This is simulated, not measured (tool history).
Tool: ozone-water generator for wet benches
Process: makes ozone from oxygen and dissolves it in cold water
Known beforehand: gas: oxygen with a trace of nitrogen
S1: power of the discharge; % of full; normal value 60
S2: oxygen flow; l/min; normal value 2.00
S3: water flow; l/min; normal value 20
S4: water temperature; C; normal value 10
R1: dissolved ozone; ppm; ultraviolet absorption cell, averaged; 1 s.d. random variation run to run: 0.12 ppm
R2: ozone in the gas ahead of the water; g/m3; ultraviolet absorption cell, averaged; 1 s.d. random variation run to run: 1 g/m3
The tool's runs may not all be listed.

run	day	S1	S2	S3	S4	R1	R2
1	0.000	60	2.00	20	10	10.7	183.3
2	7.888	60	3.36	20	10	12.1	142.1
3	13.862	60	2.00	20	10	10.3	182.7
4	20.575	60	2.00	20	10	10.5	184.3
5	27.358	60	2.00	20	10	10.7	184.1
6	35.158	60	2.00	18	10	12.0	184.4
7	42.533	60	2.00	18	10	11.7	184.7
8	48.117	60	2.00	20	10	10.6	183.3
# day 48.642: water thermometer calibrated
9	56.146	60	2.00	20	10	10.5	184.5
10	61.625	60	2.00	20	10	10.5	184.1
11	65.288	60	2.00	20	10	10.6	180.7
# day 67.908: contactor cleaned
12	71.071	60	2.00	18	10	11.8	183.7
13	75.246	40	2.00	20	11	7.3	129.2
14	82.321	40	2.00	20	9	7.4	129.6
15	90.850	60	2.54	20	10	11.3	166.2
16	98.267	89	3.06	27	5	12.2	209.1
17	104.833	89	2.00	26	8	10.8	257.3

Forecast each of these 3 alternatives for the next run:
A	112.783	54	3.22	26	6	?	?
B	112.783	60	2.00	14	10	?	?
C	112.783	60	2.00	20	11	?	?

run	R1	R2
A	8.6	135.1
B	15.3	181.0
C	10.4	183.9
What these runs would have given with no unlogged condition in the tool:
run	R1	R2
A	8.6	135.2
B	15.3	181.2
C	10.4	184.0

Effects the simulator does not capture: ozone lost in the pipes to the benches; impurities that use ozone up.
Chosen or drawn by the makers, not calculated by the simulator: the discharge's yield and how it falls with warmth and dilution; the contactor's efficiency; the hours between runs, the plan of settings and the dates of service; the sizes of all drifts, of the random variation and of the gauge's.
